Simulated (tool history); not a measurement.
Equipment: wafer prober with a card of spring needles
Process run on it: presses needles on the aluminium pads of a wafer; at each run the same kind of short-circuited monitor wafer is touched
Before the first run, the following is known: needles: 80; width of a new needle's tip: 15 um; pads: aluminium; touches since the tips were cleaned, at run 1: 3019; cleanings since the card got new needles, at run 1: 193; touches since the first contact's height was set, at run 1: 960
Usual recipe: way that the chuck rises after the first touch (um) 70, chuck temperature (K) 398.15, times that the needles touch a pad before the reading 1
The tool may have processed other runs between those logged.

run,hour,way that the chuck rises after the first touch (um),chuck temperature (K),times that the needles touch a pad before the reading,touches since the tips were cleaned,cleanings since the card got new needles,touches since the first contact's height was set,resistance of one needle with its contact and lead (mohm),way that a needle slides on the pad (um)
1,0.0,70,398.15,1,3019,193,960,276,17.77
# hour 4.5: tips cleaned on abrasive film
# hour 15.8: tips cleaned on abrasive film
# hour 24.8: tips cleaned on abrasive film
# hour 36.0: tips cleaned on abrasive film
2,43.4,58,398.15,1,3429,197,20861,288,14.70
# hour 45.7: tips cleaned on abrasive film
# hour 54.7: tips cleaned on abrasive film
# hour 65.9: tips cleaned on abrasive film
# hour 77.1: tips cleaned on abrasive film
# hour 88.3: tips cleaned on abrasive film
3,89.2,58,398.15,1,393,202,41847,264,14.62
# hour 98.2: tips cleaned on abrasive film
# hour 110.2: card fitted with new needles
# hour 119.2: tips cleaned on abrasive film
# hour 130.4: tips cleaned on abrasive film
# hour 141.6: tips cleaned on abrasive film
4,144.5,70,398.15,1,1348,3,15762,266,17.74
# hour 151.3: tips cleaned on abrasive film
# hour 160.3: tips cleaned on abrasive film
# hour 169.6: tips cleaned on abrasive film
5,169.6,70,398.15,1,0,6,27226,255,17.71
# hour 178.6: tips cleaned on abrasive film
# hour 189.8: tips cleaned on abrasive film
# hour 201.0: tips cleaned on abrasive film
6,203.9,70,398.15,1,1325,9,42967,266,17.67
# hour 210.6: tips cleaned on abrasive film
# hour 219.6: tips cleaned on abrasive film
# hour 230.8: tips cleaned on abrasive film
# hour 242.0: tips cleaned on abrasive film
# hour 253.3: tips cleaned on abrasive film
# hour 263.2: tips cleaned on abrasive film
7,263.2,70,398.15,1,0,15,70176,259,17.57
# hour 274.4: tips cleaned on abrasive film
# hour 285.6: tips cleaned on abrasive film
# hour 294.6: tips cleaned on abrasive film
# hour 299.4: height of the first contact set anew
8,302.5,70,398.15,1,3516,18,1457,275,17.81
# hour 304.8: tips cleaned on abrasive film
# hour 316.1: tips cleaned on abrasive film
# hour 327.3: tips cleaned on abrasive film
9,332.9,70,398.15,1,2623,21,15407,265,17.75
# hour 337.5: tips cleaned on abrasive film
# hour 346.5: tips cleaned on abrasive film
# hour 357.7: tips cleaned on abrasive film
# hour 368.9: tips cleaned on abrasive film
# hour 380.1: tips cleaned on abrasive film
# hour 391.3: tips cleaned on abrasive film
10,393.9,70,398.15,1,1199,27,43374,263,17.65
# hour 400.7: tips cleaned on abrasive film
# hour 409.7: tips cleaned on abrasive film
# hour 420.9: tips cleaned on abrasive film
# hour 432.1: tips cleaned on abrasive film
11,434.6,70,398.15,1,1178,31,62051,262,17.59
# hour 441.4: tips cleaned on abrasive film
# hour 452.6: tips cleaned on abrasive film
# hour 463.9: tips cleaned on abrasive film
# hour 475.1: tips cleaned on abrasive film
# hour 486.3: tips cleaned on abrasive film
# hour 488.8: height of the first contact set anew
12,492.9,64,398.15,1,2933,36,1903,271,16.24
# hour 497.5: tips cleaned on abrasive film
# hour 508.7: tips cleaned on abrasive film
# hour 519.9: tips cleaned on abrasive film
# hour 531.1: tips cleaned on abrasive film
# hour 542.3: tips cleaned on abrasive film
# hour 551.3: tips cleaned on abrasive film
13,552.0,63,374.15,2,295,42,28966,252,15.92
# hour 560.9: tips cleaned on abrasive film
# hour 572.2: tips cleaned on abrasive film
# hour 583.4: tips cleaned on abrasive film
# hour 592.4: tips cleaned on abrasive film
# hour 603.6: tips cleaned on abrasive film
14,606.1,70,350.15,1,1186,47,53833,250,17.61
# hour 612.9: tips cleaned on abrasive film
# hour 624.1: tips cleaned on abrasive film
# hour 635.4: tips cleaned on abrasive film
# hour 646.6: tips cleaned on abrasive film
# hour 657.2: tips cleaned on abrasive film
15,657.2,70,398.15,2,0,52,77233,256,17.51
# hour 668.4: tips cleaned on abrasive film
# hour 679.6: tips cleaned on abrasive film
# hour 679.9: height of the first contact set anew
# hour 691.1: tips cleaned on abrasive film
# hour 702.3: tips cleaned on abrasive film
# hour 713.5: tips cleaned on abrasive film
16,718.4,70,398.15,2,2243,57,17686,262,17.72
# hour 722.9: tips cleaned on abrasive film
# hour 734.1: tips cleaned on abrasive film
# hour 745.4: tips cleaned on abrasive film
# hour 756.6: tips cleaned on abrasive film
17,756.6,70,398.15,1,30,61,35218,259,17.66
# hour 765.6: tips cleaned on abrasive film
# hour 776.8: tips cleaned on abrasive film
# hour 788.0: tips cleaned on abrasive film
# hour 799.3: tips cleaned on abrasive film
# hour 809.0: tips cleaned on abrasive film
18,809.0,70,398.15,1,0,66,59251,257,17.61
# hour 820.3: tips cleaned on abrasive film
# hour 831.5: tips cleaned on abrasive film
# hour 842.7: tips cleaned on abrasive film
19,848.9,85,301.15,1,2894,69,77589,245,21.35
# hour 853.5: tips cleaned on abrasive film
# hour 864.7: tips cleaned on abrasive film
# hour 869.4: height of the first contact set anew
# hour 876.2: tips cleaned on abrasive film
20,884.7,85,301.15,1,3946,72,7035,244,21.59
# hour 887.0: tips cleaned on abrasive film
# hour 896.0: tips cleaned on abrasive film
# hour 907.3: tips cleaned on abrasive film
# hour 918.5: tips cleaned on abrasive film
21,920.9,85,301.15,1,1103,76,23580,238,21.52
# hour 927.6: tips cleaned on abrasive film
# hour 938.8: tips cleaned on abrasive film
# hour 949.1: tips cleaned on abrasive film
22,949.1,59,375.15,2,0,79,36518,250,14.88
# hour 960.3: tips cleaned on abrasive film
# hour 969.3: tips cleaned on abrasive film
# hour 980.5: tips cleaned on abrasive film
# hour 991.5: tips cleaned on abrasive film
23,991.5,73,317.15,1,0,83,55982,239,18.38
# hour 1002.7: tips cleaned on abrasive film
# hour 1013.9: tips cleaned on abrasive film
# hour 1025.2: tips cleaned on abrasive film
24,1025.7,87,349.15,1,254,86,71678,243,21.93

Each row is a separate what-if for the run after 24, all from the same tool condition, not one after another. Results?
# hour 1034.7: tips cleaned on abrasive film
# hour 1045.9: tips cleaned on abrasive film
# hour 1057.1: tips cleaned on abrasive film
# hour 1059.7: height of the first contact set anew
# hour 1068.6: tips cleaned on abrasive film
A,1076.3,70,316.15,2,3552,90,7671,?,?
# hour 1034.7: tips cleaned on abrasive film
# hour 1045.9: tips cleaned on abrasive film
# hour 1057.1: tips cleaned on abrasive film
# hour 1059.7: height of the first contact set anew
# hour 1068.6: tips cleaned on abrasive film
B,1076.3,70,357.15,1,3552,90,7671,?,?
# hour 1034.7: tips cleaned on abrasive film
# hour 1045.9: tips cleaned on abrasive film
# hour 1057.1: tips cleaned on abrasive film
# hour 1059.7: height of the first contact set anew
# hour 1068.6: tips cleaned on abrasive film
C,1076.3,65,330.15,1,3552,90,7671,?,?
# hour 1034.7: tips cleaned on abrasive film
# hour 1045.9: tips cleaned on abrasive film
# hour 1057.1: tips cleaned on abrasive film
# hour 1059.7: height of the first contact set anew
# hour 1068.6: tips cleaned on abrasive film
D,1076.3,53,335.15,2,3552,90,7671,?,?

run,resistance of one needle with its contact and lead (mohm),way that a needle slides on the pad (um)
A,246,17.77
B,261,17.75
C,263,16.49
D,262,13.46
With no hidden state in the tool, these same runs would have given:
run,resistance of one needle with its contact and lead (mohm),way that a needle slides on the pad (um)
A,234,17.79
B,243,17.76
C,240,16.51
D,242,13.47
